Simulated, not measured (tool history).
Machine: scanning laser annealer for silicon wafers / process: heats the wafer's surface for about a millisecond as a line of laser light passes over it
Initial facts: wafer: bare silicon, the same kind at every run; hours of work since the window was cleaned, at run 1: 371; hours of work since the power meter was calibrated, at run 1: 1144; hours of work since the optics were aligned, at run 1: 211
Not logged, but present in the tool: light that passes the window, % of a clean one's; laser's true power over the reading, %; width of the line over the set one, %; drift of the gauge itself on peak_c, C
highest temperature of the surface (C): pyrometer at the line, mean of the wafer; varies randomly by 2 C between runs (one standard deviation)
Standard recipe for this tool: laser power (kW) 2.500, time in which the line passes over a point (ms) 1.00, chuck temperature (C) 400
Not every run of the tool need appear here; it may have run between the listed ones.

run,hour,laser power (kW),time in which the line passes over a point (ms),chuck temperature (C),hours of work since the window was cleaned,hours of work since the power meter was calibrated,hours of work since the optics were aligned,highest temperature of the surface (C)
1,0.0,2.500,1.00,400,371,1144,211,1218
2,29.3,2.500,1.00,400,390,1163,230,1212
3,73.4,2.500,1.00,400,419,1192,258,1210
4,109.2,2.500,1.00,400,442,1215,282,1209
5,139.2,2.500,1.00,400,461,1234,301,1209
6,181.2,2.500,1.00,400,488,1261,328,1204
7,201.6,2.500,1.00,400,501,1274,341,1206
8,231.3,2.717,1.00,400,520,1293,360,1266
9,255.5,2.717,1.00,400,536,1309,376,1265
10,281.5,2.650,1.00,400,553,1326,393,1245
# hour 292.8: window over the wafer cleaned
11,312.2,2.650,1.00,400,12,1344,411,1289
12,350.5,2.650,1.00,400,37,1369,436,1288
13,380.5,2.650,1.00,400,57,1388,455,1283
14,413.3,2.650,1.00,400,78,1409,476,1285
15,436.8,2.650,1.00,368,93,1424,491,1250
16,478.7,2.650,0.80,368,120,1451,518,1156
17,519.2,2.650,1.21,368,146,1478,544,1332
18,558.5,2.276,1.25,402,171,1503,570,1247
19,592.3,2.678,1.00,383,193,1525,592,1262
# hour 600.0: optics aligned, line set to its width
20,624.8,2.658,1.12,385,211,1542,16,1307
21,661.1,2.658,1.12,385,234,1566,39,1304
22,688.3,2.658,1.12,385,252,1583,57,1301
23,730.7,2.500,0.96,417,279,1611,84,1216
24,767.0,2.500,1.05,438,302,1634,108,1271
25,796.7,2.500,0.73,405,321,1653,127,1097
26,816.8,2.478,0.99,384,334,1666,140,1181
27,838.6,2.183,0.99,405,348,1680,154,1118
# hour 870.5: optics aligned, line set to its width, once more
28,870.5,2.500,0.95,383,366,1697,0,1179
29,913.5,2.500,1.10,439,393,1725,28,1292
30,932.9,2.386,1.02,365,406,1738,40,1153
31,973.3,2.553,0.78,417,432,1764,66,1149
32,1004.8,2.553,1.22,429,452,1784,87,1342
33,1026.7,2.456,1.21,399,466,1798,101,1274
34,1072.7,2.456,1.21,399,496,1828,130,1273

Below are 3 alternative next runs, each starting from the tool's condition after run 34. Predict each:
A,1095.0,2.222,1.21,415,510,1842,145,?
B,1095.0,2.500,1.00,377,510,1842,145,?
C,1095.0,2.661,0.81,388,510,1842,145,?

run,highest temperature of the surface (C)
A,1210
B,1185
C,1160
Take away the tool's hidden state, keep each run's random variation, and the runs would have read:
run,highest temperature of the surface (C)
A,1252
B,1228
C,1201
